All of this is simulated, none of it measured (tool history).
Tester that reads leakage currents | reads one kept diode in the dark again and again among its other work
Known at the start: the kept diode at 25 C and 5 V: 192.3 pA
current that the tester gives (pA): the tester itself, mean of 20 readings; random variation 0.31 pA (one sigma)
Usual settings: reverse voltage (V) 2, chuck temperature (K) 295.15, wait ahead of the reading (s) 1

run	hour	reverse voltage (V)	chuck temperature (K)	wait ahead of the reading (s)	current that the tester gives (pA)
1	0	2	295.15	1	101.3
2	20.4	3.75	295.15	1	128.79
3	52.5	3.75	295.15	1.3	129.69
4	88.7	2	295.15	1	100.28
5	109.7	2	295.15	1	100.99
6	140.7	2	295.15	1	100.87
7	168.6	2	295.15	1	100.89
8	201.5	2	295.15	1	100.62
9	229.8	2	311.15	1	434.13
10	270.5	2	322.15	1	1085.45
11	308.4	2	322.15	1	1090.44
12	328.9	2.24	293.15	0.32	87.58
13	348.1	4.11	332.15	0.37	3184.84
14	369.3	2	306.15	0.35	280.55
15	389.6	2	319.15	4.74	856.18
16	426.8	2	319.15	4.74	847.22
17	456.6	2	300.15	1	162.37
18	492.3	2	315.15	5.77	608.72
19	531.9	1.58	299.15	5.77	133.36
20	567	1.12	299.15	5.77	117.26
21	595.1	4.49	315.15	5.77	837.17

Forecast each of these 4 alternatives for the next run:
A	626.8	9.97	315.15	4.1	?
B	626.8	2.15	295.15	4.81	?
C	626.8	2	318.15	3	?
D	626.8	7.26	295.15	1	?

run	current that the tester gives (pA)
A	1150.04
B	103.6
C	784.83
D	168.31
Without the tool's hidden state the same runs would have given:
run	current that the tester gives (pA)
A	1150.14
B	103.58
C	785
D	168.19

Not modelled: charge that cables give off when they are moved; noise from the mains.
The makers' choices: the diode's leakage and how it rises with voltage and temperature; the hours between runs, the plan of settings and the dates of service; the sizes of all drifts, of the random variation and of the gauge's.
